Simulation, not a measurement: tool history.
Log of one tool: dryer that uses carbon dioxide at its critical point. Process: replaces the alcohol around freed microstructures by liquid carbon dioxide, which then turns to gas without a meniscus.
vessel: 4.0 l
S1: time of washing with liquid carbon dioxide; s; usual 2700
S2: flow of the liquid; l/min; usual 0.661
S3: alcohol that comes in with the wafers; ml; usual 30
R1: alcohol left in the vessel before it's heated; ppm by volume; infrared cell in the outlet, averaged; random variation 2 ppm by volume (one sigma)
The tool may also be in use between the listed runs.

run 1 hour=0 | S1=2700 S2=0.661 S3=30 | R1=27
run 2 hour=7.8 | S1=2700 S2=0.661 S3=30 | R1=26
run 3 hour=16.5 | S1=2700 S2=0.661 S3=30 | R1=23
run 4 hour=22 | S1=2700 S2=0.661 S3=30 | R1=27
run 5 hour=29.8 | S1=2700 S2=0.661 S3=30 | R1=24
run 6 hour=37.6 | S1=2700 S2=0.661 S3=30 | R1=28
run 7 hour=45.1 | S1=2700 S2=0.661 S3=30 | R1=27
run 8 hour=49.7 | S1=2700 S2=0.661 S3=30 | R1=26
run 9 hour=56.3 | S1=2700 S2=0.551 S3=30 | R1=61
run 10 hour=64.1 | S1=2700 S2=0.551 S3=30 | R1=61
run 11 hour=69.8 | S1=2700 S2=0.551 S3=30 | R1=63
run 12 hour=79.3 | S1=2700 S2=0.551 S3=30 | R1=63
run 13 hour=84.3 | S1=2700 S2=0.956 S3=30 | R1=15
run 14 hour=88.9 | S1=2700 S2=0.956 S3=30 | R1=10
run 15 hour=95.6 | S1=4020 S2=0.661 S3=30 | R1=12
run 16 hour=103.5 | S1=4020 S2=0.661 S3=30 | R1=12
run 17 hour=109.3 | S1=4020 S2=0.661 S3=30 | R1=11
run 18 hour=115.9 | S1=2700 S2=0.661 S3=30 | R1=25
run 19 hour=120.7 | S1=2700 S2=0.661 S3=30 | R1=27
run 20 hour=128.1 | S1=2700 S2=0.661 S3=30 | R1=31
run 21 hour=132.4 | S1=2700 S2=0.661 S3=30 | R1=32
run 22 hour=137.6 | S1=2700 S2=0.576 S3=51 | R1=86
run 23 hour=146.1 | S1=2700 S2=1.086 S3=83 | R1=11
run 24 hour=151.7 | S1=2940 S2=0.446 S3=28 | R1=106
run 25 hour=156.3 | S1=2340 S2=0.661 S3=69 | R1=115
run 26 hour=164.1 | S1=2340 S2=0.661 S3=69 | R1=117
run 27 hour=170.6 | S1=2700 S2=0.503 S3=22 | R1=72
run 28 hour=177.2 | S1=2580 S2=0.482 S3=30 | R1=142
run 29 hour=184.2 | S1=2160 S2=0.661 S3=30 | R1=78
run 30 hour=192.5 | S1=2160 S2=0.412 S3=21 | R1=296
run 31 hour=197.4 | S1=2160 S2=0.412 S3=21 | R1=297

Forecast run 32:
run 32 hour=207 | S1=3600 S2=0.661 S3=30 | R1=?

R1: 18 ppm by volume
Without the tool's hidden state the same run would have given R1 9 ppm by volume.
